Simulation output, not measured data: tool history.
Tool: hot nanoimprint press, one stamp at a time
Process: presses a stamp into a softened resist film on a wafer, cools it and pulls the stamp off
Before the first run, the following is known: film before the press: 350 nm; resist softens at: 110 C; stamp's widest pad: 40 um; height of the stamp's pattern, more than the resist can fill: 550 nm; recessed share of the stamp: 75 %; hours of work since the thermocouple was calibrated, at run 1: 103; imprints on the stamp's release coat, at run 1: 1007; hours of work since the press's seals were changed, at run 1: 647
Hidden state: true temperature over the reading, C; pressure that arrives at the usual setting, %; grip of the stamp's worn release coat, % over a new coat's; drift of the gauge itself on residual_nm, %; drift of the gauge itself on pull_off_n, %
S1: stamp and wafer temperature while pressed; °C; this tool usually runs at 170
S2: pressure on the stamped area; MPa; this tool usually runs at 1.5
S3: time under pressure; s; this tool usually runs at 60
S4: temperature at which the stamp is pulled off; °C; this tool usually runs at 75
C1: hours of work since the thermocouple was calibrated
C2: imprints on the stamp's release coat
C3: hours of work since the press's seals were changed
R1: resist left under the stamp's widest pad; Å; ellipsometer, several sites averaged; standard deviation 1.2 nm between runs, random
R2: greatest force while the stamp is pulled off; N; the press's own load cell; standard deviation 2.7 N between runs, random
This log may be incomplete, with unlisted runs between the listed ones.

Run 1, hour 0: usual settings; C1 103; C2 1007; C3 647. Result: R1 1854 Å, R2 124 N.
Run 2, hour 24.7: usual settings; C1 118; C2 1066; C3 662. Result: R1 1851 Å, R2 125 N.
Run 3, hour 56.9: usual settings; C1 136; C2 1143; C3 680. Result: R1 1843 Å, R2 132 N.
Run 4, hour 80.2: usual settings; C1 150; C2 1198; C3 694. Result: R1 1838 Å, R2 126 N.
Run 5, hour 94.5: usual settings; C1 158; C2 1232; C3 702. Result: R1 1836 Å, R2 127 N.
Run 6, hour 111.1: usual settings; C1 167; C2 1272; C3 711. Result: R1 1849 Å, R2 126 N.
At hour 119.1: stamp cleaned and given a new release coat.
Run 7, hour 144.8: usual settings; C1 183; C2 61; C3 727. Result: R1 1838 Å, R2 124 N.
Run 8, hour 163.4: usual settings; C1 194; C2 105; C3 738. Result: R1 1860 Å, R2 127 N.
Run 9, hour 184.9: usual settings; C1 206; C2 156; C3 750. Result: R1 1821 Å, R2 123 N.
Run 10, hour 202.5: usual settings; C1 216; C2 198; C3 760. Result: R1 1851 Å, R2 123 N.
Run 11, hour 226.5: usual settings but S2 1.25 MPa; C1 230; C2 255; C3 774. Result: R1 2031 Å, R2 127 N.
Run 12, hour 247.9: usual settings but S1 167 °C; C1 243; C2 306; C3 787. Result: R1 2000 Å, R2 126 N.
Run 13, hour 265.5: usual settings but S1 167 °C; C1 253; C2 348; C3 797. Result: R1 2025 Å, R2 126 N.
Run 14, hour 290.2: usual settings but S1 161 °C, S2 1.87 MPa, S4 62 °C; C1 267; C2 407; C3 811. Result: R1 2154 Å, R2 137 N.
Run 15, hour 307.2: usual settings but S1 161 °C, S2 1.87 MPa, S4 62 °C; C1 277; C2 448; C3 821. Result: R1 2168 Å, R2 135 N.
Run 16, hour 326.6: usual settings but S1 174 °C, S2 1.87 MPa, S4 79 °C; C1 288; C2 494; C3 832. Result: R1 1467 Å, R2 124 N.
Run 17, hour 352.1: usual settings but S1 174 °C, S2 1.87 MPa, S4 79 °C; C1 303; C2 555; C3 847. Result: R1 1463 Å, R2 123 N.
Run 18, hour 378.4: usual settings but S1 174 °C, S2 1.87 MPa, S4 79 °C; C1 318; C2 617; C3 862. Result: R1 1475 Å, R2 121 N.
Run 19, hour 407.5: usual settings but S2 2.37 MPa, S3 67 s, S4 82 °C; C1 334; C2 686; C3 878. Result: R1 1411 Å, R2 115 N.
At hour 423.5: plate thermocouple calibrated.
Run 20, hour 439.1: usual settings but S2 1.85 MPa, S3 79 s; C1 9; C2 754; C3 895. Result: R1 1518 Å, R2 127 N.
Run 21, hour 457.6: usual settings but S2 1.85 MPa, S3 79 s; C1 20; C2 798; C3 906. Result: R1 1527 Å, R2 126 N.
Run 22, hour 491.1: usual settings but S1 162 °C, S2 1.27 MPa, S3 39 s; C1 39; C2 878; C3 925. Result: R1 2646 Å, R2 131 N.
Run 23, hour 505.5: usual settings but S4 72 °C; C1 47; C2 913; C3 933. Result: R1 1839 Å, R2 129 N.
Run 24, hour 521.7: usual settings but S2 1.87 MPa, S3 61 s; C1 57; C2 951; C3 942. Result: R1 1659 Å, R2 125 N.
Run 25, hour 550.9: usual settings but S2 1.85 MPa, S4 79 °C; C1 73; C2 1021; C3 959. Result: R1 1669 Å, R2 123 N.

Hidden condition of the tool, last listed run before each entry between runs versus first listed run after:
From run 6 to run 7: stamp cleaned and given a new release coat (hour 119.1)
  pressure that arrives at the usual setting, %: 99.83 -> 99.82; grip of the stamp's worn release coat, % over a new coat's: 1 -> 0
From run 19 to run 20: plate thermocouple calibrated (hour 423.5)
  true temperature over the reading, C: 0.06 -> 0; grip of the stamp's worn release coat, % over a new coat's: 0.5 -> 0.6

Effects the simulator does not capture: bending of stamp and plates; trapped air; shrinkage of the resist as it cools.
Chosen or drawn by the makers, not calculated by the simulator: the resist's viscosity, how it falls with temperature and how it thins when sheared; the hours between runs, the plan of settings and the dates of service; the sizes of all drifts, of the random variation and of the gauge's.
